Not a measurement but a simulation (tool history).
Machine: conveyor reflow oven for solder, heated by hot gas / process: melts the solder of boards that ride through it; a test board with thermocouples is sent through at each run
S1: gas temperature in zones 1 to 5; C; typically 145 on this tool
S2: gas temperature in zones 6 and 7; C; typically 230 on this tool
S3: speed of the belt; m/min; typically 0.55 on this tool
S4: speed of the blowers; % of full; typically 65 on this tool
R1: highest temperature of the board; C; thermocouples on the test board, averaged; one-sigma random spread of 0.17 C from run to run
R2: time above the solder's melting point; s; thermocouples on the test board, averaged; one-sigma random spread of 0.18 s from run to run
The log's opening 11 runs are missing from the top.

| run | day | S1 | S2 | S3 | S4 | R1 | R2 |
|---|---|---|---|---|---|---|---|
| 12 | 12.467 | 145 | 230 | 0.55 | 65 | 212.9 | 64.2 |
| 13 | 13.671 | 145 | 230 | 0.55 | 65 | 212.9 | 64.1 |
| 14 | 14.508 | 145 | 230 | 0.55 | 71 | 214.8 | 66.1 |
| 15 | 15.117 | 145 | 230 | 0.55 | 71 | 214.3 | 66.3 |
| 16 | 16.4 | 145 | 230 | 0.55 | 65 | 212.9 | 64.2 |
| 17 | 17.621 | 145 | 230 | 0.469 | 67 | 217.2 | 81.3 |
| 18 | 18.304 | 145 | 230 | 0.55 | 61 | 211.2 | 62 |
| 19 | 18.942 | 145 | 227 | 0.55 | 82 | 214 | 67.1 |
| 20 | 20.071 | 156 | 241 | 0.654 | 70 | 219.7 | 63 |
|  | 21.154 | thermocouples of zones 6 and 7 changed |
| 21 | 21.392 | 155 | 241 | 0.441 | 70 | 231.2 | 103.5 |
| 22 | 22.788 | 143 | 230 | 0.648 | 65 | 207.3 | 46.7 |
| 23 | 24.233 | 143 | 230 | 0.648 | 65 | 207.2 | 46.4 |
| 24 | 25.462 | 143 | 232 | 0.628 | 65 | 209.4 | 51 |
| 25 | 26.442 | 144 | 230 | 0.55 | 57 | 210 | 59.6 |
| 26 | 27.329 | 132 | 233 | 0.472 | 57 | 215 | 71.3 |
| 27 | 28.596 | 157 | 224 | 0.55 | 65 | 210.3 | 68 |
| 28 | 29.788 | 157 | 224 | 0.55 | 65 | 210 | 67.6 |
| 29 | 30.5 | 134 | 245 | 0.446 | 78 | 233.4 | 94.4 |
| 30 | 31.558 | 145 | 228 | 0.443 | 65 | 216.7 | 86.1 |
| 31 | 32.358 | 145 | 230 | 0.57 | 65 | 210.9 | 59.7 |
| 32 | 33.675 | 145 | 219 | 0.528 | 67 | 204.8 | 58 |

Alternative continuations, all from the tool just after run 32; predict every row:
| A | 35.071 | 145 | 219 | 0.528 | 76 | ? | ? |
| B | 35.071 | 141 | 226 | 0.468 | 65 | ? | ? |
| C | 35.071 | 145 | 222 | 0.648 | 67 | ? | ? |

| run | R1 | R2 |
|---|---|---|
| A | 206.7 | 61.7 |
| B | 212.6 | 74.8 |
| C | 201 | 40.4 |
With no hidden state in the tool, these same runs would have given:
| run | R1 | R2 |
|---|---|---|
| A | 208.3 | 63.5 |
| B | 214.1 | 76.1 |
| C | 202.8 | 42.8 |

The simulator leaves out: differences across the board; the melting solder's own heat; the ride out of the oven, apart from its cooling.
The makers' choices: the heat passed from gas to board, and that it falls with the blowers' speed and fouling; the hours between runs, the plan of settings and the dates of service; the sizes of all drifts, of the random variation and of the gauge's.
